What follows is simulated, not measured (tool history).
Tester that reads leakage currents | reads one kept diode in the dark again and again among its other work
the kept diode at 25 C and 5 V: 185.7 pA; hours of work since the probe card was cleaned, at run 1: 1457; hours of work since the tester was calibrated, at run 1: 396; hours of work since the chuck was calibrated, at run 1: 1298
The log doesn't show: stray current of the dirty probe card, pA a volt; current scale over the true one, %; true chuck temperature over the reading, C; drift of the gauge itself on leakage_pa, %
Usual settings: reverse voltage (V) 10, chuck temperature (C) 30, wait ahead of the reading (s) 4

run	hour	reverse voltage (V)	chuck temperature (C)	wait ahead of the reading (s)	hours of work since the probe card was cleaned	hours of work since the tester was calibrated	hours of work since the chuck was calibrated	current that the tester gives (pA)
1	0	10	30	4	1457	396	1298	380.81
2	32.2	10	30	4	1475	415	1316	378.24
3	65.1	10	30	4	1493	433	1334	376.93
4	104.9	10	30	4	1516	456	1357	378.94
5	132.5	10	30	4	1531	471	1372	376.88
6	166.1	10	52	4	1550	490	1391	1729.93
7	186.4	10	52	4	1562	501	1403	1738.92
8	207.6	10	52	4	1574	513	1415	1741.49
9	237.3	10	52	4	1590	530	1431	1731.05
10	260.2	10	52	4	1603	543	1444	1740.44
11	278.5	10	52	4	1614	553	1455	1732.5
12	308.7	10	23	4	1631	570	1472	227.56
13	342.1	1.9	30	4	1649	589	1490	143.99
14	361.1	1.6	30	4	1660	600	1501	130.54
15	377.9	19.7	30	7.9	1670	609	1511	558.74
16	416.8	1.4	22	7.9	1691	631	1532	66.16
17	456.1	1.4	22	7.9	1714	653	1555	66.1
18	488.4	1.4	22	7.9	1732	672	1573	65.21
19	514.8	2.6	44	4	1747	686	1588	466.72
20	534.6	10.6	58	4	1758	698	1599	2596.84
21	551.9	10	42	4	1768	707	1609	871.39
22	588.9	10	42	4	1788	728	1629	869.49
23	610.9	10	24	4	1801	741	1642	242.46
24	640.2	10	31	1.98	1817	757	1658	400.12
25	664.6	1.1	43	1.98	1831	771	1672	267.01
26	701.1	1.6	30	0.79	1852	791	1693	129.49
27	736.9	2.5	45	3.65	1872	811	1713	486.69

Hidden state or all else? Some run-to-run changes of current that the tester gives (pA), split into what the settings, what came in and random variation would give without the hidden state, and what is left for the hidden state (with any gauge scatter that isn't in both results):
Run 19 -> 20: reverse voltage (V) 2.6 -> 10.6, chuck temperature (C) 44 -> 58. current that the tester gives (pA) +2130.12: hidden state -234.93, all else +2365.05.
Run 20 -> 21: reverse voltage (V) 10.6 -> 10, chuck temperature (C) 58 -> 42. current that the tester gives (pA) -1725.45: hidden state +197.72, all else -1923.17.
